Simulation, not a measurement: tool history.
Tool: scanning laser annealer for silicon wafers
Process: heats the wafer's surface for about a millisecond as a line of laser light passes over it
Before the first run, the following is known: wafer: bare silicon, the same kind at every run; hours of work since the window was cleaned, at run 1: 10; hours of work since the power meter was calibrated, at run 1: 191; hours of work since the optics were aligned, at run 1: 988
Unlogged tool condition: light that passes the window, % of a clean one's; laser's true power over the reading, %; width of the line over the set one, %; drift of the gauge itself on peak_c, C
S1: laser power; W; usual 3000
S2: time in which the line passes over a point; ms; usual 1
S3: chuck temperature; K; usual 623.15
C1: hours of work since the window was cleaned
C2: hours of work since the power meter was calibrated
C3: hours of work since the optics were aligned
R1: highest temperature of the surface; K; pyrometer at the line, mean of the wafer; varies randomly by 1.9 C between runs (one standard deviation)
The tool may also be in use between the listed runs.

run	hour	S1	S2	S3	C1	C2	C3	R1
1	0	3000	1	623.15	10	191	988	1449.15
2	8.9	3000	1	623.15	14	195	993	1447.15
3	18.1	3000	1	623.15	19	200	997	1449.15
4	26.2	2864	1	623.15	22	204	1001	1399.15
5	35.1	2864	0.75	623.15	27	208	1005	1286.15
6	41.8	3000	1	643.15	30	211	1008	1467.15
7	50.7	3000	1.21	623.15	34	215	1013	1533.15
8	57.1	3000	1.21	623.15	37	218	1016	1531.15
9	65.6	3000	0.97	623.15	41	222	1020	1431.15
10	75.8	3000	0.9	623.15	46	227	1025	1401.15
11	79.9	3000	0.9	623.15	48	229	1026	1401.15
12	85.4	3000	0.74	645.15	51	232	1029	1346.15
13	91.2	3000	0.76	623.15	53	235	1032	1334.15

Run 14, settings as shown, results not yet in. Your forecast:
14	99.7	3122	1.09	600.15	57	239	1036	?

Run 14 gave R1 1509.15 K.
If the tool had no hidden condition, the same run with the same run-to-run variation would have returned R1 1520.15 K.
